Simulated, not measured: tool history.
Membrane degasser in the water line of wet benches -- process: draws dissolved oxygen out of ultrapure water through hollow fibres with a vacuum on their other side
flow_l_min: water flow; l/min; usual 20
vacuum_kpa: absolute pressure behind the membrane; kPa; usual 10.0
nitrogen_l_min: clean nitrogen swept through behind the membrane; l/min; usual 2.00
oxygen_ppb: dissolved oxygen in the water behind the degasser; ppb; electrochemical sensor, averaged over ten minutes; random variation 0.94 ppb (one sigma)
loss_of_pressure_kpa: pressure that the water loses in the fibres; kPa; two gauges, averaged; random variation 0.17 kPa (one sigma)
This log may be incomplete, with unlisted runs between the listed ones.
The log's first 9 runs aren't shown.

| run | hour | flow_l_min | vacuum_kpa | nitrogen_l_min | oxygen_ppb | loss_of_pressure_kpa |
|---|---|---|---|---|---|---|
| 10 | 568.1 | 20 | 21.3 | 2.00 | 413.5 | 26.27 |
| 11 | 604.9 | 20 | 21.3 | 2.00 | 416.2 | 26.49 |
| 12 | 686.5 | 20 | 21.3 | 2.00 | 418.8 | 26.32 |
| 13 | 724.6 | 20 | 21.3 | 2.00 | 415.6 | 26.77 |
| 14 | 806.8 | 20 | 8.0 | 2.00 | 116.9 | 26.60 |
| 15 | 854.8 | 20 | 8.0 | 2.00 | 117.1 | 26.55 |
|  | 859.6 | vacuum gauge calibrated |
| 16 | 903.4 | 20 | 8.0 | 2.00 | 118.3 | 26.59 |
| 17 | 957.2 | 20 | 8.0 | 2.00 | 117.4 | 26.50 |
| 18 | 1022.3 | 20 | 8.0 | 2.00 | 116.6 | 26.60 |
| 19 | 1108.0 | 31 | 8.0 | 2.00 | 194.6 | 40.92 |
| 20 | 1186.1 | 14 | 23.2 | 0.92 | 651.8 | 18.66 |
|  | 1233.8 | vacuum gauge calibrated, once more |
| 21 | 1234.9 | 20 | 7.6 | 0.81 | 231.9 | 26.48 |
| 22 | 1314.0 | 14 | 12.3 | 2.00 | 153.7 | 18.23 |

Estimate the outcome of run 23 from the log above:
| 23 | 1353.2 | 12 | 9.4 | 2.39 | ? | ? |

{"run 23": {"oxygen_ppb": 76.9, "loss_of_pressure_kpa": 15.72}}
On a tool with no hidden condition, and with the same random variation, this run would have come out at oxygen_ppb 75.6 ppb, loss_of_pressure_kpa 15.58 kPa.
